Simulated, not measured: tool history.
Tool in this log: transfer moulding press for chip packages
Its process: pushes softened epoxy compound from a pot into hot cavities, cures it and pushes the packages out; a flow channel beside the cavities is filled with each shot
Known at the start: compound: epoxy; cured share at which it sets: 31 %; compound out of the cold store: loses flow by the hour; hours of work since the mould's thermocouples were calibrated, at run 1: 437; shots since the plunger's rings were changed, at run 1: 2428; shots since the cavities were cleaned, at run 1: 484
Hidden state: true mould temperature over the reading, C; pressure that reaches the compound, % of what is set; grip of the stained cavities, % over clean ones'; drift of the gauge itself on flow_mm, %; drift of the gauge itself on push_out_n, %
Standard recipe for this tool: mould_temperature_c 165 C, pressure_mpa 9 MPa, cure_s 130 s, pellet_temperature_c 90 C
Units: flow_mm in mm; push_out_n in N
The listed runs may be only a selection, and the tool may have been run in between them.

run   hour  mould_temperature_c  pressure_mpa  cure_s  pellet_temperature_c  hours of work since the mould's thermocouples were calibrated  shots since the plunger's rings were changed  shots since the cavities were cleaned  incoming compound's hours out of the cold store  flow_mm  push_out_n
  1      0                  165             9     130                    90                                                            437                                          2428                                    484                                             35.6      820         455
  2   13.1                  165             9     130                    90                                                            444                                          2540                                    596                                             19.3      886         476
      21.2  -- cavities cleaned with cleaning compound and waxed
  3     43                  165             9     130                    90                                                            461                                          2784                                    187                                             17.6      910         491
  4   70.9                  165          7.06     130                    90                                                            478                                          3023                                    426                                             45.6      701         480
  5   94.9                  165          7.06     130                    90                                                            492                                          3229                                    632                                             22.5      780         492
     100.1  -- cavities cleaned with cleaning compound and waxed
  6  116.5                  165          7.06     134                    90                                                            504                                          3401                                    141                                             18.2      789         470
  7  139.3                  165             9     130                    90                                                            517                                          3597                                    337                                             25.5      866         465
  8  167.3                  165             9     130                    90                                                            534                                          3837                                    577                                             39.1      808         466
     178.3  -- cavities cleaned with cleaning compound and waxed
  9  193.7                  165             9     130                   100                                                            548                                          4051                                    132                                             12.9      925         485
 10  218.2                  165             9     130                    94                                                            563                                          4261                                    342                                               35      820         470
 11  233.9                  165             9     130                    94                                                            572                                          4395                                    476                                             14.7      912         492
 12  246.4                  165             9     130                    96                                                            579                                          4503                                    584                                             44.2      789         442
       257  -- cavities cleaned with cleaning compound and waxed
 13  271.2                  165             9     130                    96                                                            593                                          4702                                    122                                             39.8      809         475
 14  286.9                  165             9     130                    96                                                            602                                          4837                                    257                                             44.5      786         441
 15  307.8                  165             9     130                    96                                                            615                                          5016                                    436                                             17.9      895         478
     330.4  -- plunger's sealing rings changed
 16  330.4                  165             9     130                    96                                                            627                                             0                                    608                                             38.3      817         454
     338.4  -- cavities cleaned with cleaning compound and waxed
 17  347.7                  167             9     111                    97                                                            636                                           136                                     80                                             44.1      781         510
 18  370.7                  165          8.21     130                    81                                                            650                                           333                                    277                                             30.2      809         491
 19  384.1                  165          7.59     128                    81                                                            657                                           448                                    392                                             28.6      787         487
 20  404.8                  165          7.59     128                    81                                                            670                                           626                                    570                                               19      815         492
     416.6  -- cavities cleaned with cleaning compound and waxed
 21  425.9                  165         10.27     165                    96                                                            681                                           794                                     80                                             43.4      846         372
 22  452.2                  165           8.5     130                    89                                                            697                                          1020                                    306                                             40.1      780         456
 23  479.3                  165           8.5     130                    89                                                            713                                          1252                                    538                                             17.3      874         508
     494.9  -- cavities cleaned with cleaning compound and waxed
 24  510.5                  165           8.5     130                    89                                                            730                                          1507                                    134                                             11.2      900         493
 25    538                  170          7.46     159                    90                                                            747                                          1742                                    369                                             21.9      784         362
 26  562.6                  166           8.3     146                    90                                                            761                                          1953                                    580                                             28.1      825         393
     573.1  -- cavities cleaned with cleaning compound and waxed
 27  578.7                  173          7.66     128                    90                                                            770                                          2078                                     48                                             39.1      734         386

What differs in the tool's unlogged condition from the final listed run ahead of each entry between runs to the first listed run following it?
In the gap between runs 2 and 3: cavities cleaned with cleaning compound and waxed (hour 21.2)
  grip of the stained cavities, % over clean ones': 1 -> 0.4
In the gap between runs 5 and 6: cavities cleaned with cleaning compound and waxed (hour 100.1)
  grip of the stained cavities, % over clean ones': 1 -> 0.4
In the gap between runs 8 and 9: cavities cleaned with cleaning compound and waxed (hour 178.3)
  grip of the stained cavities, % over clean ones': 1 -> 0.4
In the gap between runs 12 and 13: cavities cleaned with cleaning compound and waxed (hour 257)
  pressure that reaches the compound, % of what is set: 99.9 -> 99.89; grip of the stained cavities, % over clean ones': 1 -> 0.3
In the gap between runs 15 and 16: plunger's sealing rings changed (hour 330.4)
  pressure that reaches the compound, % of what is set: 99.88 -> 100; grip of the stained cavities, % over clean ones': 0.8 -> 1
In the gap between runs 16 and 17: cavities cleaned with cleaning compound and waxed (hour 338.4)
  pressure that reaches the compound, % of what is set: 100 -> 99.99; grip of the stained cavities, % over clean ones': 1 -> 0.2
In the gap between runs 20 and 21: cavities cleaned with cleaning compound and waxed (hour 416.6)
  grip of the stained cavities, % over clean ones': 0.9 -> 0.2
In the gap between runs 23 and 24: cavities cleaned with cleaning compound and waxed (hour 494.9)
  pressure that reaches the compound, % of what is set: 99.97 -> 99.96; grip of the stained cavities, % over clean ones': 0.9 -> 0.3
In the gap between runs 26 and 27: cavities cleaned with cleaning compound and waxed (hour 573.1)
  grip of the stained cavities, % over clean ones': 1 -> 0.2
